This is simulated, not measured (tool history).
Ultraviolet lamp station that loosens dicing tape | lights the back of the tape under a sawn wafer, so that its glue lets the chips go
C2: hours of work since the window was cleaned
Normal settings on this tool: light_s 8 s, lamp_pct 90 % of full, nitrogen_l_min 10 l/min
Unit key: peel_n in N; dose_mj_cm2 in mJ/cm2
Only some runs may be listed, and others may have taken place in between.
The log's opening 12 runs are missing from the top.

{"run": 13, "hour": 135.6, "light_s": 14, "lamp_pct": 90, "nitrogen_l_min": 10, "hours of work of the lamp": 381, "C2": 368, "peel_n": 0.207, "dose_mj_cm2": 863}
{"run": 14, "hour": 143.0, "light_s": 5, "lamp_pct": 90, "nitrogen_l_min": 10, "hours of work of the lamp": 386, "C2": 372, "peel_n": 1.504, "dose_mj_cm2": 301}
{"run": 15, "hour": 152.2, "light_s": 8, "lamp_pct": 90, "nitrogen_l_min": 7, "hours of work of the lamp": 391, "C2": 377, "peel_n": 0.713, "dose_mj_cm2": 491}
{"run": 16, "hour": 165.6, "light_s": 8, "lamp_pct": 90, "nitrogen_l_min": 7, "hours of work of the lamp": 399, "C2": 385, "peel_n": 0.71, "dose_mj_cm2": 494}
{"run": 17, "hour": 177.8, "light_s": 5, "lamp_pct": 86, "nitrogen_l_min": 3, "hours of work of the lamp": 406, "C2": 393, "peel_n": 2.769, "dose_mj_cm2": 290}
{"run": 18, "hour": 188.3, "light_s": 5, "lamp_pct": 74, "nitrogen_l_min": 4, "hours of work of the lamp": 413, "C2": 399, "peel_n": 3.027, "dose_mj_cm2": 255}
{"run": 19, "hour": 195.6, "light_s": 8, "lamp_pct": 88, "nitrogen_l_min": 7, "hours of work of the lamp": 417, "C2": 403, "peel_n": 0.745, "dose_mj_cm2": 480}
{"run": 20, "hour": 210.3, "light_s": 11, "lamp_pct": 72, "nitrogen_l_min": 6, "hours of work of the lamp": 426, "C2": 412, "peel_n": 0.632, "dose_mj_cm2": 547}
{"run": 21, "hour": 221.1, "light_s": 10, "lamp_pct": 90, "nitrogen_l_min": 5, "hours of work of the lamp": 432, "C2": 418, "peel_n": 0.573, "dose_mj_cm2": 611}
{"hour": 226.0, "done": "window cleaned of glue's vapour"}
{"run": 22, "hour": 233.9, "light_s": 6, "lamp_pct": 81, "nitrogen_l_min": 3, "hours of work of the lamp": 439, "C2": 5, "peel_n": 2.403, "dose_mj_cm2": 331}
{"run": 23, "hour": 240.4, "light_s": 8, "lamp_pct": 78, "nitrogen_l_min": 4, "hours of work of the lamp": 443, "C2": 9, "peel_n": 1.384, "dose_mj_cm2": 422}
{"run": 24, "hour": 249.5, "light_s": 8, "lamp_pct": 79, "nitrogen_l_min": 6, "hours of work of the lamp": 449, "C2": 14, "peel_n": 1.076, "dose_mj_cm2": 428}
{"run": 25, "hour": 264.2, "light_s": 10, "lamp_pct": 87, "nitrogen_l_min": 5, "hours of work of the lamp": 457, "C2": 23, "peel_n": 0.603, "dose_mj_cm2": 591}

Forecast run 26:
{"run": 26, "hour": 275.2, "light_s": 10, "lamp_pct": 87, "nitrogen_l_min": 5, "hours of work of the lamp": 464, "C2": 29, "peel_n": "?", "dose_mj_cm2": "?"}

peel_n: 0.618 N
dose_mj_cm2: 591 mJ/cm2
With the hidden condition absent and the run-to-run variation left alone, this run would have shown peel_n 0.617 N, dose_mj_cm2 592 mJ/cm2.
